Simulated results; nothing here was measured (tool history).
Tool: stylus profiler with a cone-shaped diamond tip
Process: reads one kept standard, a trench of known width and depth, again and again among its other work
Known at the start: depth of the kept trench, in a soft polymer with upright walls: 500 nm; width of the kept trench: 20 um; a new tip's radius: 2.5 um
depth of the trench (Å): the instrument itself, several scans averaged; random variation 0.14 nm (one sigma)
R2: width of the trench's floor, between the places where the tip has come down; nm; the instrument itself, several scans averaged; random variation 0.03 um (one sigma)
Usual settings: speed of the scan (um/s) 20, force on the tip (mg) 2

run 1 hour=0 | speed_of_the_scan_(um/s)=20 force_on_the_tip_(mg)=2 | depth_of_the_trench_(Å)=5076.9 R2=15810
run 2 hour=22.3 | speed_of_the_scan_(um/s)=20 force_on_the_tip_(mg)=2 | depth_of_the_trench_(Å)=5073.9 R2=15810
run 3 hour=36.9 | speed_of_the_scan_(um/s)=20 force_on_the_tip_(mg)=2 | depth_of_the_trench_(Å)=5074.9 R2=15770
run 4 hour=59.3 | speed_of_the_scan_(um/s)=20 force_on_the_tip_(mg)=2 | depth_of_the_trench_(Å)=5078.6 R2=15770
run 5 hour=78.7 | speed_of_the_scan_(um/s)=20 force_on_the_tip_(mg)=2 | depth_of_the_trench_(Å)=5075.7 R2=15760
run 6 hour=98.6 | speed_of_the_scan_(um/s)=20 force_on_the_tip_(mg)=2 | depth_of_the_trench_(Å)=5075.9 R2=15700
run 7 hour=115.6 | speed_of_the_scan_(um/s)=20 force_on_the_tip_(mg)=2 | depth_of_the_trench_(Å)=5073.9 R2=15760
run 8 hour=129.9 | speed_of_the_scan_(um/s)=20 force_on_the_tip_(mg)=0.96 | depth_of_the_trench_(Å)=5048.8 R2=15700
-- hour=131.8 height scale calibrated on a step standard
run 9 hour=148.5 | speed_of_the_scan_(um/s)=7 force_on_the_tip_(mg)=2.35 | depth_of_the_trench_(Å)=5085.7 R2=15770
run 10 hour=174.8 | speed_of_the_scan_(um/s)=7 force_on_the_tip_(mg)=2.35 | depth_of_the_trench_(Å)=5088.3 R2=15780
-- hour=193.3 height scale calibrated on a step standard, once more
run 11 hour=196.9 | speed_of_the_scan_(um/s)=7 force_on_the_tip_(mg)=2.35 | depth_of_the_trench_(Å)=5072.2 R2=15800
run 12 hour=208.4 | speed_of_the_scan_(um/s)=9 force_on_the_tip_(mg)=2.35 | depth_of_the_trench_(Å)=5075.5 R2=15730
run 13 hour=233.5 | speed_of_the_scan_(um/s)=7 force_on_the_tip_(mg)=0.76 | depth_of_the_trench_(Å)=5033.9 R2=15680
run 14 hour=254.6 | speed_of_the_scan_(um/s)=7 force_on_the_tip_(mg)=0.76 | depth_of_the_trench_(Å)=5033.8 R2=15680
run 15 hour=282.8 | speed_of_the_scan_(um/s)=54 force_on_the_tip_(mg)=1.34 | depth_of_the_trench_(Å)=5049.8 R2=15380

Forecast each of these 3 alternatives for the next run:
run A hour=300.3 | speed_of_the_scan_(um/s)=29 force_on_the_tip_(mg)=5.29 | depth_of_the_trench_(Å)=? R2=?
run B hour=300.3 | speed_of_the_scan_(um/s)=54 force_on_the_tip_(mg)=4.08 | depth_of_the_trench_(Å)=? R2=?
run C hour=300.3 | speed_of_the_scan_(um/s)=27 force_on_the_tip_(mg)=1.22 | depth_of_the_trench_(Å)=? R2=?

run=A depth_of_the_trench_(Å)=5129 R2=15610
run=B depth_of_the_trench_(Å)=5109.1 R2=15500
run=C depth_of_the_trench_(Å)=5049 R2=15480
Without the tool's hidden state the same runs would have given:
run=A depth_of_the_trench_(Å)=5132.4 R2=16900
run=B depth_of_the_trench_(Å)=5112.4 R2=16790
run=C depth_of_the_trench_(Å)=5052.3 R2=16780
